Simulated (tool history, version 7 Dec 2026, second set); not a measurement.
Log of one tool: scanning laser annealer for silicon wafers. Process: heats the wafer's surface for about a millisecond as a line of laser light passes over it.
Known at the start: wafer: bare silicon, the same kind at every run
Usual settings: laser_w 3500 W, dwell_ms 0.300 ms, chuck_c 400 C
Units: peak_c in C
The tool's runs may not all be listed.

run	day	laser_w	dwell_ms	chuck_c	peak_c
1	0.000	3500	0.300	400	1119
2	1.475	3773	0.300	400	1191
3	2.692	3500	0.300	367	1081
4	4.025	3500	0.300	367	1082
5	5.608	3500	0.300	428	1140
6	7.296	3500	0.300	428	1140
7	8.629	3500	0.300	428	1138
8	10.204	3500	0.300	428	1137
9	11.917	3500	0.233	428	1060
10	12.912	3500	0.233	428	1060
11	13.729	3500	0.233	428	1059
12	15.154	3500	0.354	400	1152
13	16.729	3500	0.300	400	1100
# day 17.225: window over the wafer cleaned
14	18.088	3500	0.300	402	1140
15	19.425	3500	0.300	402	1142
16	21.058	3500	0.248	419	1100
17	22.362	3500	0.248	419	1098
18	23.738	3548	0.274	410	1126
19	25.200	3500	0.347	400	1179
20	26.362	3408	0.290	409	1103
21	28.067	3500	0.350	400	1173
22	29.725	3500	0.350	400	1176
23	30.488	3191	0.211	371	928
24	31.817	3254	0.211	402	968
25	33.217	3014	0.211	397	913
26	34.500	3058	0.300	407	1011
27	35.842	3708	0.318	416	1207
28	37.462	3708	0.318	416	1205
29	38.675	3813	0.304	400	1198

5 ways to go on from here, each from the tool as it stands after run 29. What would each give?
A	39.600	3500	0.255	432	?
B	39.600	3357	0.350	400	?
C	39.600	3813	0.304	375	?
D	39.600	3117	0.273	433	?
E	39.600	3265	0.300	400	?

run	peak_c
A	1097
B	1126
C	1176
D	1024
E	1057
Without the tool's hidden state the same runs would have given:
run	peak_c
A	1142
B	1174
C	1230
D	1063
E	1101
